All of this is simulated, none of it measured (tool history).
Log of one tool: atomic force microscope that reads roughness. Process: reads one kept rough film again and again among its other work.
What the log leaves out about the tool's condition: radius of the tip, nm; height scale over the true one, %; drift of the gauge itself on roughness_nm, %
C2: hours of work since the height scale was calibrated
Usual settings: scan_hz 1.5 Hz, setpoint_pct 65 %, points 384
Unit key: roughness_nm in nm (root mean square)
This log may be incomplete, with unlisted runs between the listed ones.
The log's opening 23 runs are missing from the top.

{"run": 24, "hour": 1271.6, "scan_hz": 0.62, "setpoint_pct": 65, "points": 384, "pictures with this tip": 143, "C2": 2188, "roughness_nm": 2.662}
{"run": 25, "hour": 1332.7, "scan_hz": 1.63, "setpoint_pct": 65, "points": 431, "pictures with this tip": 208, "C2": 2231, "roughness_nm": 2.463}
{"run": 26, "hour": 1391.6, "scan_hz": 1.63, "setpoint_pct": 65, "points": 988, "pictures with this tip": 271, "C2": 2272, "roughness_nm": 2.384}
{"run": 27, "hour": 1428.8, "scan_hz": 1.5, "setpoint_pct": 65, "points": 1004, "pictures with this tip": 311, "C2": 2298, "roughness_nm": 2.36}
{"hour": 1474.9, "done": "new tip fitted"}
{"run": 28, "hour": 1479.0, "scan_hz": 1.5, "setpoint_pct": 65, "points": 1004, "pictures with this tip": 5, "C2": 2332, "roughness_nm": 2.814}
{"run": 29, "hour": 1536.6, "scan_hz": 1.5, "setpoint_pct": 65, "points": 1004, "pictures with this tip": 66, "C2": 2373, "roughness_nm": 2.715}
{"run": 30, "hour": 1581.9, "scan_hz": 1.5, "setpoint_pct": 83, "points": 384, "pictures with this tip": 114, "C2": 2404, "roughness_nm": 2.387}
{"run": 31, "hour": 1649.1, "scan_hz": 1.5, "setpoint_pct": 83, "points": 384, "pictures with this tip": 185, "C2": 2451, "roughness_nm": 2.291}
{"run": 32, "hour": 1714.8, "scan_hz": 2.66, "setpoint_pct": 65, "points": 260, "pictures with this tip": 255, "C2": 2497, "roughness_nm": 2.297}

What does the tool deliver on the next run?
{"run": 33, "hour": 1760.1, "scan_hz": 0.82, "setpoint_pct": 85, "points": 458, "pictures with this tip": 304, "C2": 2528, "roughness_nm": "?"}

roughness_nm: 2.285 nm (root mean square)
The same run, on a tool lacking any hidden state, would have yielded roughness_nm 2.768 nm (root mean square).

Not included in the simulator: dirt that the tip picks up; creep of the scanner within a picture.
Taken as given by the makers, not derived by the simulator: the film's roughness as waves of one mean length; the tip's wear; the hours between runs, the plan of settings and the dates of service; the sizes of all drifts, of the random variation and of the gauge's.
